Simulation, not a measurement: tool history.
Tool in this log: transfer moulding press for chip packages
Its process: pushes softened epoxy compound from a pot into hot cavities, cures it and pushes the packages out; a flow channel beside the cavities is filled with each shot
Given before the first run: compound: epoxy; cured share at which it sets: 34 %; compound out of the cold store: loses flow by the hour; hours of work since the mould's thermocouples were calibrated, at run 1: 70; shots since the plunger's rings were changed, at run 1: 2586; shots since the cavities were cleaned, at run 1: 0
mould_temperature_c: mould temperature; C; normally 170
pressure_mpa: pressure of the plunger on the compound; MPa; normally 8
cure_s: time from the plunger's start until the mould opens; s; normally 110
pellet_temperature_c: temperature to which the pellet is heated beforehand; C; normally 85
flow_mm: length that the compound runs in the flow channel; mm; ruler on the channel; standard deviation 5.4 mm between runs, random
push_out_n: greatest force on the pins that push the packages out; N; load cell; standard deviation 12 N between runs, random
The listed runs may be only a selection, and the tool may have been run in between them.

run   hour  mould_temperature_c  pressure_mpa  cure_s  pellet_temperature_c  hours of work since the mould's thermocouples were calibrated  shots since the plunger's rings were changed  shots since the cavities were cleaned  incoming compound's hours out of the cold store  flow_mm  push_out_n
  1      0                  170             8     110                    85                                                             70                                          2586                                      0                                               46      602         543
  2   39.7                  170             8     110                    85                                                             95                                          2994                                    408                                             23.6      643         578
      72.4  -- cavities cleaned with cleaning compound and waxed
  3   86.3                  175             8     110                    85                                                            123                                          3456                                    142                                             13.5      660         480
  4  108.6                  175             8     110                    85                                                            137                                          3685                                    371                                             17.2      646         484
  5  135.4                  170             8     110                    85                                                            154                                          3960                                    646                                              9.8      692         546
     146.5  -- cavities cleaned with cleaning compound and waxed
  6  169.9                  170             8     110                    85                                                            175                                          4299                                    240                                             19.3      663         546
  7    202                  169          8.22     121                    90                                                            196                                          4628                                    569                                             18.4      675         521
     220.2  -- cavities cleaned with cleaning compound and waxed
  8  253.4                  169          8.22     121                    90                                                            227                                          5141                                    341                                               33      645         526
  9  277.8                  166          8.22     135                    90                                                            243                                          5391                                    591                                             39.4      625         519
     293.9  -- cavities cleaned with cleaning compound and waxed
 10  302.5                  174          8.22     103                    90                                                            257                                          5628                                     88                                             40.5      606         475
     308.4  -- plunger's sealing rings changed
 11  338.2                  174          8.22     103                    90                                                            278                                           306                                    430                                             42.9      597         513

Consider 5 possible next runs. They are alternatives, not a sequence: every one starts from the tool as it was left by run 11. What does each give?
  A  365.7                  174          6.12     103                    90                                                            296                                           588                                    712                                             17.7        ?           ?
  B  365.7                  174          6.93     103                    90                                                            296                                           588                                    712                                             40.8        ?           ?
  C  365.7                  175             8     100                    84                                                            296                                           588                                    712                                             37.1        ?           ?
  D  365.7                  175           9.9     103                    76                                                            296                                           588                                    712                                             23.6        ?           ?
  E  365.7                  174          8.02     106                    77                                                            296                                           588                                    712                                             41.6        ?           ?

run  flow_mm  push_out_n
  A      571         505
  B      559         508
  C      606         526
  D      706         499
  E      603         501
Stripped of hidden state, with their random variation kept, the same runs would have yielded:
run  flow_mm  push_out_n
  A      571         497
  B      559         500
  C      606         517
  D      706         491
  E      603         493
